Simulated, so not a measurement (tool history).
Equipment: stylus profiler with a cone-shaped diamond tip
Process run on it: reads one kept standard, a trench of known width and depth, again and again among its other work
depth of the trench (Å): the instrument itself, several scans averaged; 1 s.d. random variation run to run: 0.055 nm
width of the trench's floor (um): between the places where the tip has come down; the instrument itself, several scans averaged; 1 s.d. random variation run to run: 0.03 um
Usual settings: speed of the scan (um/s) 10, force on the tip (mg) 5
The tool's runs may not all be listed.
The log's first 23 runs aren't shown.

run	day	speed of the scan (um/s)	force on the tip (mg)	depth of the trench (Å)	width of the trench's floor (um)
24	32.642	10	5	1025	27.63
25	33.912	10	5	1024.2	27.53
26	34.817	8	2.52	1013.8	27.58
27	36.296	8	2.52	1015.1	27.56
28	38.012	8	7.88	1034.1	27.56
29	39.55	12	3.83	1019.2	27.46
30	40.892	12	3.83	1018.8	27.49
31	43.088	12	3.83	1018.6	27.49
32	45.112	7	9.56	1037.8	27.54
33	46.042	9	2.41	1014	27.49
34	47.962	12	10.34	1040.7	27.46
35	49.483	10	2.57	1014.8	27.41
36	51.35	8	1.9	1010.2	27.41
37	53.021	8	1.82	1011.6	27.44
38	54.354	8	6.28	1027.5	27.38
39	56.508	30	6.28	1027.1	27.32
40	57.662	30	6.28	1027.7	27.29
41	59.229	6	5	1023.8	27.41
42	61.058	6	5	1023.7	27.39
43	63.15	22	5	1024	27.3
44	65.212	22	3.05	1014.5	27.23
45	66.958	22	3.05	1015.2	27.24

Below are 3 alternative next runs, each starting from the tool's condition after run 45. Predict each:
A	69.046	7	10.51	?	?
B	69.046	5	4.31	?	?
C	69.046	5	10.26	?	?

run	depth of the trench (Å)	width of the trench's floor (um)
A	1040.3	27.35
B	1021.3	27.35
C	1039.8	27.35
Take away the tool's hidden state, keep each run's random variation, and the runs would have read:
run	depth of the trench (Å)	width of the trench's floor (um)
A	1043.5	28.01
B	1024.5	28.01
C	1043	28

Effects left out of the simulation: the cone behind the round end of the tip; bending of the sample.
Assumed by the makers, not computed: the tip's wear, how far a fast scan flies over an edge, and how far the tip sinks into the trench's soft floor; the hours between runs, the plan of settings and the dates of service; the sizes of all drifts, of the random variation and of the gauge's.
